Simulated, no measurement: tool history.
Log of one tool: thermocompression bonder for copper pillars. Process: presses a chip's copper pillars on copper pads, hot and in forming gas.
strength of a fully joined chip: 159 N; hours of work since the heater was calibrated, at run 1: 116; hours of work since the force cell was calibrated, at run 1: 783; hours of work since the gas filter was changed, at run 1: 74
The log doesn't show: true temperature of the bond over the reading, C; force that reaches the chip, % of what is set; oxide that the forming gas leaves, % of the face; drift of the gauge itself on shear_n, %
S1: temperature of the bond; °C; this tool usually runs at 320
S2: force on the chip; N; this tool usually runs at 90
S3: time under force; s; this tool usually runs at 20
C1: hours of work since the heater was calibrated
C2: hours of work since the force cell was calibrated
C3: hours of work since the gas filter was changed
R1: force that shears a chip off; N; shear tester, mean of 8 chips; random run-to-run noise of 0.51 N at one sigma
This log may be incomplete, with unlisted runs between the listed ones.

run	hour	S1	S2	S3	C1	C2	C3	R1
1	0.0	320	90	20	116	783	74	55.0
2	48.2	320	86	20	145	813	103	51.4
3	80.3	320	86	46	164	832	122	72.0
4	111.6	292	90	20	183	851	141	38.1
5	157.5	320	90	20	211	879	169	54.0
6	196.6	320	90	20	235	902	193	53.1
7	223.8	320	90	20	251	919	209	52.5
8	244.4	320	90	46	264	931	221	71.9
9	287.8	320	90	46	290	957	248	72.3
10	321.1	320	103	20	310	978	268	59.8
11	364.7	308	90	20	336	1004	294	44.4
12	394.0	308	90	20	354	1022	312	44.0
# hour 404.2: force cell calibrated
# hour 422.6: forming gas filter changed
13	422.6	308	90	20	370	11	0	43.9
14	449.7	307	90	20	387	27	16	43.5
15	485.1	325	90	20	408	49	38	53.3
16	526.3	325	90	20	433	74	63	52.7
17	559.4	325	90	20	453	94	83	52.6
18	593.9	325	90	20	474	114	104	52.2
# hour 607.2: force cell calibrated, once more
19	631.4	320	90	20	496	15	125	54.8
20	677.3	320	90	20	523	42	153	54.0
21	709.7	312	68	20	543	62	173	36.8
22	731.2	339	129	10	556	75	186	72.7
23	764.9	320	114	20	576	95	206	68.5
24	804.5	320	90	24	600	119	230	57.8
25	853.0	320	59	14	629	149	259	29.1
26	876.2	303	92	20	643	163	273	43.5
27	896.7	303	92	20	656	175	286	43.0
28	933.2	303	92	20	678	197	308	42.2
# hour 967.1: forming gas filter changed
29	967.1	299	92	20	698	217	0	41.8
30	1006.0	320	61	53	722	241	24	52.4
31	1031.7	349	111	12	737	256	39	74.5
32	1071.2	294	98	20	761	280	63	39.8
33	1109.8	350	117	12	784	304	86	77.5
34	1143.4	347	56	12	805	324	107	34.9
35	1169.9	347	56	12	821	340	123	34.6
# hour 1201.0: heater calibrated with a thermocouple chip
36	1214.3	347	56	12	8	366	148	37.9
37	1257.6	327	94	29	34	392	174	73.3
38	1297.8	343	70	29	58	416	199	64.7

Below are 4 alternative next runs, each starting from the tool's condition after run 38. Predict each:
A	1345.2	327	133	20	87	445	227	?
B	1345.2	322	90	20	87	445	227	?
C	1345.2	303	99	43	87	445	227	?
D	1345.2	320	74	40	87	445	227	?

run	R1
A	86.4
B	56.0
C	66.1
D	59.9
With no hidden state in the tool, these same runs would have given:
run	R1
A	91.3
B	59.7
C	70.2
D	63.8
